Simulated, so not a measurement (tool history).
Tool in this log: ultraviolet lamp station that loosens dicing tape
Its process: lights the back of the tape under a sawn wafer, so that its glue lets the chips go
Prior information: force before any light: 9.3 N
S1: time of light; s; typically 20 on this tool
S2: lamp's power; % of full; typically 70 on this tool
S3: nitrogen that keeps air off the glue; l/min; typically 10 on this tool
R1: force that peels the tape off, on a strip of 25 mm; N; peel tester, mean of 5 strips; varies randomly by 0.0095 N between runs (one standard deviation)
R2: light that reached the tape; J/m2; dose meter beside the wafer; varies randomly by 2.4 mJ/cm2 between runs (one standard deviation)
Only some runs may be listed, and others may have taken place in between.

run 1 hour=0 | S1=20 S2=70 S3=10 | R1=0.615 R2=2110
run 2 hour=47.4 | S1=20 S2=70 S3=10 | R1=0.656 R2=2100
run 3 hour=132.5 | S1=20 S2=70 S3=10 | R1=0.692 R2=2000
run 4 hour=172.2 | S1=20 S2=70 S3=10 | R1=0.667 R2=2020
-- hour=206.3 window cleaned of glue's vapour
run 5 hour=225.3 | S1=20 S2=70 S3=10 | R1=0.619 R2=2120
run 6 hour=271.2 | S1=20 S2=70 S3=10 | R1=0.619 R2=2060
run 7 hour=311.4 | S1=11 S2=81 S3=10 | R1=1.547 R2=1330
run 8 hour=390.3 | S1=15 S2=61 S3=4 | R1=2.332 R2=1270
run 9 hour=432.2 | S1=15 S2=61 S3=4 | R1=2.282 R2=1290
run 10 hour=499.5 | S1=12 S2=81 S3=4 | R1=2.193 R2=1360
run 11 hour=566.6 | S1=21 S2=62 S3=14 | R1=0.786 R2=1750

Forecast each of these 4 alternatives for the next run:
-- hour=625.6 window cleaned of glue's vapour
run A hour=633.4 | S1=16 S2=95 S3=10 | R1=? R2=?
-- hour=625.6 window cleaned of glue's vapour
run B hour=633.4 | S1=21 S2=86 S3=13 | R1=? R2=?
-- hour=625.6 window cleaned of glue's vapour
run C hour=633.4 | S1=21 S2=81 S3=17 | R1=? R2=?
-- hour=625.6 window cleaned of glue's vapour
run D hour=633.4 | S1=30 S2=66 S3=4 | R1=? R2=?

run=A R1=0.564 R2=2160
run=B R1=0.338 R2=2570
run=C R1=0.355 R2=2400
run=D R1=0.572 R2=2830
With no hidden state in the tool, these same runs would have given:
run=A R1=0.326 R2=2740
run=B R1=0.215 R2=3250
run=C R1=0.224 R2=3060
run=D R1=0.336 R2=3590
